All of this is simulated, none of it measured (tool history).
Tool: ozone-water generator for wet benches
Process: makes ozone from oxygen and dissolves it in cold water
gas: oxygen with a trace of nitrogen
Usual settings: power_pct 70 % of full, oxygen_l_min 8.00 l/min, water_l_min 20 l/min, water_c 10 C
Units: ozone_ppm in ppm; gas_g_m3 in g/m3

run    hour  power_pct  oxygen_l_min  water_l_min  water_c  ozone_ppm  gas_g_m3
  1     0.0         70          8.00           20       10       26.1     179.1
  2    51.7         70          8.00           20       10       26.4     176.5
  3    92.0         88          8.00           20       10       32.2     218.0
  4   173.8         70          8.00           20       15       23.8     176.9
  5   226.8         96          8.00           20       10       34.6     234.8
  6   279.2         70          8.00           20       10       26.0     174.2
  7   321.6         70          8.00           20       10       26.2     176.2
  8   383.7         70          8.00           20       10       25.6     177.9
  9   448.7         70          8.00           20       12       25.0     174.2
 10   500.9         70          8.00           20       12       25.2     173.7
 11   566.9         70          8.00           20       12       25.2     173.7
 12   646.8         70          8.00           20        8       26.6     174.2
 13   695.7         70          8.00           20        8       26.7     173.9
 14   767.9         70          8.00           20        8       26.2     174.8
 15   825.6         70          8.00           15       10       32.1     172.7
 16   899.0         70          8.00           20       10       25.6     172.8
 17   949.2         70          4.07           20       10       24.4     249.7
 18  1006.2         70          4.07           20       10       24.5     249.7
 19  1075.5         51          8.00           23       10       16.5     130.3
 20  1120.8         51          8.00           23       10       16.4     129.9
 21  1193.1         70          8.00           12       10       37.4     173.3
 22  1238.8         70         10.87           20       15       22.7     145.3
 23  1304.6         70          4.60           20       10       24.3     234.5
 24  1392.7         70          4.60           20       10       24.8     233.5
 25  1437.6         70          8.00           14       10       33.5     173.6
 26  1513.2         43          8.00           28       10       11.6     111.2
 27  1559.1         50          5.84           18       16       18.7     149.7
 28  1614.9         94          5.84           23       16       26.2     263.1
 29  1685.0         41          5.49           20       13       14.8     130.6
 30  1734.6         70          8.00           16       13       28.7     170.9
 31  1774.7         70          8.00           16       13       28.9     171.0
 32  1854.5         70          8.00           16       13       28.3     170.6
 33  1909.0         70          8.00           16       13       28.4     171.0

Measured less the same run without the tool's hidden state. The same run-to-run variation is in both; the gauge's scatter may not be:
The hidden state here: yield of the discharge, % of new electrodes'; contactor's efficiency, % of a clean one's; true water temperature over the reading, C; drift of the gauge itself on ozone_ppm, %; drift of the gauge itself on gas_g_m3, %.
run  ozone_ppm  gas_g_m3
  1       -1.1      -4.0
  2       -1.1      -4.1
  3       -1.6      -6.2
  4       -1.1      -4.4
  5       -2.0      -7.8
  6       -1.3      -4.7
  7       -1.4      -4.8
  8       -1.4      -5.0
  9       -1.4      -5.1
 10       -1.4      -5.3
 11       -1.5      -5.4
 12       -1.6      -5.8
 13       -1.6      -5.9
 14       -1.7      -6.1
 15       -2.0      -6.2
 16       -1.8      -6.5
 17       -1.7      -9.5
 18       -1.8      -9.7
 19       -1.1      -3.7
 20       -1.1      -3.8
 21       -2.5      -7.3
 22       -1.8      -6.3
 23       -2.0     -10.4
 24       -2.0     -10.8
 25       -2.6      -8.0
 26       -0.8      -2.9
 27       -1.3      -5.0
 28       -2.8     -16.8
 29       -1.0      -3.4
 30       -2.5      -8.8
 31       -2.5      -9.0
 32       -2.6      -9.2
 33       -2.6      -9.5
